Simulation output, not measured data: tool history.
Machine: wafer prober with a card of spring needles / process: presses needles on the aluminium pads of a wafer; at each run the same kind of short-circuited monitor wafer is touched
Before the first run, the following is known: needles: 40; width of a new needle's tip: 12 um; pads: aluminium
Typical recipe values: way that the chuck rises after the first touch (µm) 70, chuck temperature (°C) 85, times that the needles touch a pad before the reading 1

run,hour,way that the chuck rises after the first touch (µm),chuck temperature (°C),times that the needles touch a pad before the reading,resistance of one needle with its contact and lead (mohm),way that a needle slides on the pad (µm)
1,0.0,70,85,1,147,13.92
# hour 28.2: tips cleaned on abrasive film
2,41.2,70,85,1,147,13.90
# hour 86.3: tips cleaned on abrasive film
3,90.4,70,85,3,148,13.93
4,134.0,70,85,3,147,13.85
# hour 144.9: tips cleaned on abrasive film
5,158.9,70,85,3,150,14.09
6,195.9,70,85,1,150,14.14
# hour 203.9: tips cleaned on abrasive film
7,243.2,70,85,2,149,14.01
# hour 263.9: tips cleaned on abrasive film
8,279.7,70,85,1,149,13.94
# hour 320.9: tips cleaned on abrasive film
9,334.4,70,85,1,149,14.05
# hour 337.9: height of the first contact set anew
10,374.4,70,85,1,146,13.86
# hour 378.3: tips cleaned on abrasive film
11,406.3,70,85,1,148,14.00
# hour 434.9: tips cleaned on abrasive film
12,435.6,70,85,1,146,13.86
13,482.8,60,85,1,150,11.97
# hour 493.5: tips cleaned on abrasive film
14,530.4,60,85,1,147,11.82
# hour 553.9: tips cleaned on abrasive film
15,576.3,60,85,1,150,11.93
16,602.3,60,85,1,147,11.98
# hour 613.2: tips cleaned on abrasive film
17,654.3,69,41,1,141,13.77
# hour 670.5: tips cleaned on abrasive film
18,699.7,69,41,1,141,13.76
19,725.2,69,41,1,141,13.74
# hour 730.1: tips cleaned on abrasive film
20,770.3,72,41,1,138,14.34
# hour 787.3: tips cleaned on abrasive film
21,813.5,79,66,1,142,15.71
# hour 845.4: tips cleaned on abrasive film
22,847.2,63,28,1,136,12.56
23,894.8,79,43,1,140,15.99
# hour 903.9: tips cleaned on abrasive film
24,943.9,79,52,2,142,15.78
# hour 960.9: tips cleaned on abrasive film
25,973.9,74,52,1,140,14.80
# hour 1019.2: tips cleaned on abrasive film
26,1020.6,79,52,1,142,15.84
27,1044.9,79,52,1,140,15.89
# hour 1079.3: tips cleaned on abrasive film
28,1099.5,79,52,1,144,15.83
29,1126.4,79,52,1,144,15.76

Forecast run 30:
# hour 1139.2: tips cleaned on abrasive film
30,1172.4,79,52,1,?,?

resistance of one needle with its contact and lead (mohm): 143
way that a needle slides on the pad (µm): 15.84
With the hidden condition absent and the run-to-run variation left alone, this run would have shown resistance of one needle with its contact and lead (mohm) 142, way that a needle slides on the pad (µm) 15.85.
